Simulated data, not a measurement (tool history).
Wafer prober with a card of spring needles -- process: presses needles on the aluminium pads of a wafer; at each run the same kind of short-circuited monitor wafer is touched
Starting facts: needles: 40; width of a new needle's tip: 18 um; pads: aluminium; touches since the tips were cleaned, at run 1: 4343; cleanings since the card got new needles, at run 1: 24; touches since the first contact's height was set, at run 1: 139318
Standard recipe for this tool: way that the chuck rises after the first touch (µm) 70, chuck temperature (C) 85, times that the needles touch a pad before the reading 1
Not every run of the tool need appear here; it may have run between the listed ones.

run	day	way that the chuck rises after the first touch (µm)	chuck temperature (C)	times that the needles touch a pad before the reading	touches since the tips were cleaned	cleanings since the card got new needles	touches since the first contact's height was set	resistance of one needle with its contact and lead (mohm)	way that a needle slides on the pad (µm)
1	0.000	70	85	1	4343	24	139318	277	16.42
# day 0.100: tips cleaned on abrasive film
# day 0.683: tips cleaned on abrasive film
2	1.083	70	85	1	3552	26	148888	274	16.25
# day 1.292: tips cleaned on abrasive film
# day 1.879: tips cleaned on abrasive film
3	2.071	70	85	2	1710	28	157632	250	16.34
# day 2.425: tips cleaned on abrasive film
4	2.750	55	85	2	2892	29	163634	272	12.54
# day 2.825: height of the first contact set anew
# day 3.083: tips cleaned on abrasive film
5	3.521	70	85	1	3890	30	6166	277	15.54
# day 3.717: tips cleaned on abrasive film
# day 4.250: tips cleaned on abrasive film
# day 4.788: tips cleaned on abrasive film
6	4.846	70	85	1	500	33	17859	249	15.51
# day 5.358: tips cleaned on abrasive film
# day 5.904: tips cleaned on abrasive film
7	6.033	70	60	1	1147	35	28373	255	15.78
# day 6.442: tips cleaned on abrasive film
# day 7.021: tips cleaned on abrasive film
8	7.075	71	35	1	462	37	37570	233	15.67
# day 7.596: tips cleaned on abrasive film
# day 7.962: height of the first contact set anew, once more
# day 8.183: tips cleaned on abrasive film
9	8.233	70	116	1	445	39	2399	248	17.11
# day 8.754: tips cleaned on abrasive film
# day 9.317: tips cleaned on abrasive film
10	9.367	87	73	1	442	41	12399	233	21.35

Here are 4 independent what-if runs from the current tool condition. What would each one return?
# day 9.879: tips cleaned on abrasive film
A	10.000	87	58	1	1068	42	18004	?	?
# day 9.879: tips cleaned on abrasive film
B	10.000	68	85	1	1068	42	18004	?	?
# day 9.879: tips cleaned on abrasive film
C	10.000	70	85	3	1068	42	18004	?	?
# day 9.879: tips cleaned on abrasive film
D	10.000	87	73	1	1068	42	18004	?	?

run	resistance of one needle with its contact and lead (mohm)	way that a needle slides on the pad (µm)
A	235	21.16
B	260	16.23
C	240	17.12
D	242	20.99
Without the tool's hidden state the same runs would have given:
run	resistance of one needle with its contact and lead (mohm)	way that a needle slides on the pad (µm)
A	216	21.28
B	231	16.35
C	229	17.24
D	223	21.11

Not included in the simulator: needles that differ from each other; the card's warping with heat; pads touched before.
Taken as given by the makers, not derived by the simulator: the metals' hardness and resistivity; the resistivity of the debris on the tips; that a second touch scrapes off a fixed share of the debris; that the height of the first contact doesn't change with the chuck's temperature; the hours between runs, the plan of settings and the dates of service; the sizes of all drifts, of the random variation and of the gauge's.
